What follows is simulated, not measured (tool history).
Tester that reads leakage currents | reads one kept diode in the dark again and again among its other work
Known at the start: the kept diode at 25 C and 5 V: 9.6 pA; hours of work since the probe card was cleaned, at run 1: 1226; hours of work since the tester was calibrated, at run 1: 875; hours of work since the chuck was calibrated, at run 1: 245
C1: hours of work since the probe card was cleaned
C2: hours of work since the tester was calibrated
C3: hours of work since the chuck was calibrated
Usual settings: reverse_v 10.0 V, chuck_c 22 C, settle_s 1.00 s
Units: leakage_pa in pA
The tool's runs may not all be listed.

run 1 day=0.000 | reverse_v=10.0 chuck_c=22 settle_s=1.00 | C1=1226 C2=875 C3=245 | leakage_pa=22.74
run 2 day=2.858 | reverse_v=10.0 chuck_c=22 settle_s=1.00 | C1=1277 C2=926 C3=296 | leakage_pa=22.91
run 3 day=4.225 | reverse_v=10.0 chuck_c=22 settle_s=1.00 | C1=1301 C2=950 C3=320 | leakage_pa=23.17
run 4 day=7.271 | reverse_v=10.0 chuck_c=22 settle_s=7.54 | C1=1355 C2=1004 C3=374 | leakage_pa=20.97
run 5 day=9.150 | reverse_v=10.0 chuck_c=22 settle_s=0.36 | C1=1389 C2=1037 C3=407 | leakage_pa=29.09
run 6 day=11.496 | reverse_v=10.0 chuck_c=22 settle_s=1.00 | C1=1430 C2=1079 C3=449 | leakage_pa=24.01
run 7 day=12.925 | reverse_v=10.0 chuck_c=22 settle_s=1.00 | C1=1456 C2=1104 C3=474 | leakage_pa=24.15
run 8 day=15.575 | reverse_v=10.0 chuck_c=22 settle_s=1.00 | C1=1503 C2=1151 C3=521 | leakage_pa=24.65
run 9 day=18.000 | reverse_v=10.0 chuck_c=50 settle_s=1.00 | C1=1546 C2=1195 C3=564 | leakage_pa=122.14
run 10 day=20.271 | reverse_v=10.0 chuck_c=29 settle_s=1.00 | C1=1586 C2=1235 C3=605 | leakage_pa=33.10
run 11 day=22.779 | reverse_v=10.0 chuck_c=29 settle_s=1.00 | C1=1631 C2=1279 C3=649 | leakage_pa=33.51
run 12 day=24.279 | reverse_v=10.0 chuck_c=29 settle_s=1.00 | C1=1657 C2=1306 C3=676 | leakage_pa=33.79
run 13 day=25.746 | reverse_v=10.0 chuck_c=29 settle_s=1.00 | C1=1683 C2=1332 C3=702 | leakage_pa=33.87
-- day=26.817 chuck's temperature calibrated
run 14 day=28.996 | reverse_v=10.0 chuck_c=29 settle_s=1.00 | C1=1739 C2=1388 C3=39 | leakage_pa=36.21
run 15 day=30.333 | reverse_v=4.6 chuck_c=22 settle_s=1.00 | C1=1763 C2=1412 C3=62 | leakage_pa=15.07
run 16 day=31.617 | reverse_v=10.0 chuck_c=22 settle_s=0.62 | C1=1786 C2=1435 C3=85 | leakage_pa=29.32
run 17 day=34.662 | reverse_v=10.0 chuck_c=22 settle_s=1.00 | C1=1840 C2=1489 C3=139 | leakage_pa=28.11
run 18 day=36.783 | reverse_v=10.7 chuck_c=22 settle_s=1.00 | C1=1878 C2=1526 C3=177 | leakage_pa=29.86
run 19 day=38.842 | reverse_v=10.0 chuck_c=22 settle_s=3.56 | C1=1914 C2=1563 C3=213 | leakage_pa=26.33
run 20 day=40.912 | reverse_v=10.0 chuck_c=22 settle_s=2.26 | C1=1951 C2=1600 C3=250 | leakage_pa=27.05
run 21 day=43.938 | reverse_v=10.0 chuck_c=22 settle_s=1.00 | C1=2005 C2=1653 C3=304 | leakage_pa=28.96
run 22 day=46.229 | reverse_v=10.0 chuck_c=22 settle_s=1.00 | C1=2045 C2=1694 C3=345 | leakage_pa=29.32
run 23 day=49.196 | reverse_v=1.1 chuck_c=22 settle_s=2.23 | C1=2098 C2=1747 C3=397 | leakage_pa=5.67
run 24 day=51.988 | reverse_v=1.0 chuck_c=34 settle_s=8.07 | C1=2147 C2=1796 C3=447 | leakage_pa=12.52
run 25 day=54.504 | reverse_v=7.3 chuck_c=34 settle_s=8.07 | C1=2192 C2=1841 C3=491 | leakage_pa=37.49
run 26 day=56.233 | reverse_v=7.3 chuck_c=34 settle_s=8.07 | C1=2223 C2=1872 C3=522 | leakage_pa=37.68
run 27 day=58.288 | reverse_v=7.3 chuck_c=34 settle_s=8.07 | C1=2259 C2=1908 C3=558 | leakage_pa=37.76
run 28 day=59.829 | reverse_v=7.3 chuck_c=34 settle_s=8.07 | C1=2287 C2=1935 C3=586 | leakage_pa=37.66
run 29 day=62.750 | reverse_v=7.3 chuck_c=34 settle_s=8.07 | C1=2338 C2=1987 C3=638 | leakage_pa=38.06
run 30 day=64.821 | reverse_v=8.4 chuck_c=34 settle_s=0.93 | C1=2375 C2=2024 C3=674 | leakage_pa=43.79
run 31 day=66.717 | reverse_v=1.4 chuck_c=37 settle_s=0.36 | C1=2409 C2=2058 C3=708 | leakage_pa=19.30
-- day=67.467 chuck's temperature calibrated
run 32 day=68.475 | reverse_v=1.4 chuck_c=37 settle_s=0.36 | C1=2439 C2=2087 C3=18 | leakage_pa=21.64
run 33 day=70.642 | reverse_v=2.4 chuck_c=41 settle_s=0.55 | C1=2477 C2=2126 C3=56 | leakage_pa=36.91
run 34 day=71.954 | reverse_v=2.4 chuck_c=41 settle_s=0.55 | C1=2500 C2=2149 C3=80 | leakage_pa=36.68
run 35 day=74.071 | reverse_v=19.9 chuck_c=41 settle_s=6.30 | C1=2538 C2=2187 C3=117 | leakage_pa=115.52
run 36 day=76.996 | reverse_v=6.3 chuck_c=31 settle_s=9.49 | C1=2590 C2=2238 C3=169 | leakage_pa=32.38
run 37 day=79.375 | reverse_v=6.3 chuck_c=31 settle_s=9.49 | C1=2632 C2=2281 C3=211 | leakage_pa=32.46
run 38 day=82.350 | reverse_v=8.6 chuck_c=22 settle_s=1.51 | C1=2685 C2=2333 C3=264 | leakage_pa=30.05
run 39 day=84.429 | reverse_v=10.0 chuck_c=43 settle_s=1.00 | C1=2722 C2=2370 C3=301 | leakage_pa=88.23
run 40 day=87.538 | reverse_v=2.3 chuck_c=28 settle_s=0.47 | C1=2777 C2=2426 C3=356 | leakage_pa=15.87
run 41 day=89.167 | reverse_v=2.3 chuck_c=28 settle_s=0.47 | C1=2806 C2=2454 C3=385 | leakage_pa=15.94

Forecast each of these 3 alternatives for the next run:
run A day=91.925 | reverse_v=2.6 chuck_c=21 settle_s=0.58 | C1=2855 C2=2503 C3=434 | leakage_pa=?
run B day=91.925 | reverse_v=9.5 chuck_c=38 settle_s=5.00 | C1=2855 C2=2503 C3=434 | leakage_pa=?
run C day=91.925 | reverse_v=2.3 chuck_c=28 settle_s=7.87 | C1=2855 C2=2503 C3=434 | leakage_pa=?

run=A leakage_pa=12.40
run=B leakage_pa=62.43
run=C leakage_pa=14.52
Without the tool's hidden state the same runs would have given:
run=A leakage_pa=6.35
run=B leakage_pa=41.47
run=C leakage_pa=9.47
